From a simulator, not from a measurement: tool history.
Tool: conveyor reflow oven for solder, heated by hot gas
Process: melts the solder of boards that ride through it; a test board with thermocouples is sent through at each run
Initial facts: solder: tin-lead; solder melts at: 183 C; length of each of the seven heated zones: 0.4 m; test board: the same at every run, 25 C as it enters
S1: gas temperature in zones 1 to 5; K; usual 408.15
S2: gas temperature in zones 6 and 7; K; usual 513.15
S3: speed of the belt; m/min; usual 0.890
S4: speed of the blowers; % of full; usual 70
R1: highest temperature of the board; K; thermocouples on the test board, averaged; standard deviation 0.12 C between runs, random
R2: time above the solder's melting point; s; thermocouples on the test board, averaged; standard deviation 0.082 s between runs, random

run 1 hour=0.0 | S1=408.15 S2=513.15 S3=0.890 S4=70 | R1=489.75 R2=38.75
run 2 hour=11.6 | S1=414.15 S2=513.15 S3=0.890 S4=70 | R1=490.95 R2=41.00
run 3 hour=22.9 | S1=414.15 S2=513.15 S3=0.890 S4=70 | R1=490.95 R2=41.04
run 4 hour=39.1 | S1=414.15 S2=513.15 S3=0.890 S4=70 | R1=491.05 R2=40.83
run 5 hour=46.2 | S1=408.15 S2=524.15 S3=0.890 S4=70 | R1=498.55 R2=43.26
run 6 hour=58.5 | S1=408.15 S2=524.15 S3=0.890 S4=70 | R1=498.35 R2=43.18
run 7 hour=72.0 | S1=408.15 S2=513.15 S3=0.890 S4=70 | R1=489.45 R2=38.44
run 8 hour=86.4 | S1=408.15 S2=513.15 S3=0.890 S4=70 | R1=489.35 R2=38.26
run 9 hour=99.9 | S1=408.15 S2=513.15 S3=0.727 S4=70 | R1=496.75 R2=52.55
run 10 hour=110.6 | S1=408.15 S2=513.15 S3=0.727 S4=70 | R1=496.35 R2=52.49
run 11 hour=128.1 | S1=408.15 S2=513.15 S3=0.727 S4=70 | R1=496.35 R2=52.46
run 12 hour=141.8 | S1=408.15 S2=525.15 S3=0.727 S4=57 | R1=501.75 R2=54.99
run 13 hour=154.1 | S1=412.15 S2=525.15 S3=1.032 S4=57 | R1=485.95 R2=31.17
run 14 hour=162.6 | S1=408.15 S2=506.15 S3=0.890 S4=70 | R1=483.45 R2=34.70
run 15 hour=179.9 | S1=420.15 S2=503.15 S3=1.024 S4=62 | R1=475.65 R2=25.98
run 16 hour=192.6 | S1=405.15 S2=522.15 S3=0.890 S4=70 | R1=495.25 R2=41.00
run 17 hour=213.2 | S1=405.15 S2=522.15 S3=0.890 S4=70 | R1=497.25 R2=42.04
run 18 hour=226.8 | S1=405.15 S2=522.15 S3=0.890 S4=70 | R1=495.85 R2=41.32
run 19 hour=240.8 | S1=419.15 S2=513.15 S3=0.890 S4=80 | R1=494.15 R2=44.13
run 20 hour=252.8 | S1=419.15 S2=513.15 S3=0.890 S4=80 | R1=494.15 R2=44.07

Not shown here: 4 entries made in the log between runs. Locate each between two listed runs and compare the hidden state at the listed run before it with the hidden state at the listed run after it:
Between runs 12 and 13: belt drive overhauled, speed set with a stopwatch (hour 147.2)
  heat that the gas passes to the board, % of a clean oven's: 95.1 -> 94.9; belt's true speed, % of the reading: 99.25 -> 98.93; true gas temperature in zones 6 and 7 over the reading, C: 0.65 -> 0.66
  measured value less the no-hidden-state value, R1: -0.60 -> -0.90 K; R2: +0.07 -> -0.29 s
Between runs 16 and 17: flux residue cleaned out of gas plates and filters (hour 200.5)
  heat that the gas passes to the board, % of a clean oven's: 94 -> 98.8; belt's true speed, % of the reading: 98.88 -> 98.86; true gas temperature in zones 6 and 7 over the reading, C: 0.69 -> 0.7
  measured value less the no-hidden-state value, R1: -1.20 -> +0.70 K; R2: -0.27 -> +0.79 s
Between runs 17 and 18: thermocouples of zones 6 and 7 changed (hour 222.3)
  heat that the gas passes to the board, % of a clean oven's: 98.8 -> 98.5; belt's true speed, % of the reading: 98.86 -> 98.84; true gas temperature in zones 6 and 7 over the reading, C: 0.7 -> -0.57
  measured value less the no-hidden-state value, R1: +0.70 -> -0.50 K; R2: +0.79 -> +0.22 s
Between runs 18 and 19: belt drive overhauled, speed set with a stopwatch, once more (hour 231.9)
  heat that the gas passes to the board, % of a clean oven's: 98.5 -> 98.3; belt's true speed, % of the reading: 98.84 -> 99.87; true gas temperature in zones 6 and 7 over the reading, C: -0.57 -> -0.56
  measured value less the no-hidden-state value, R1: -0.50 -> -0.90 K; R2: +0.22 -> -0.44 s
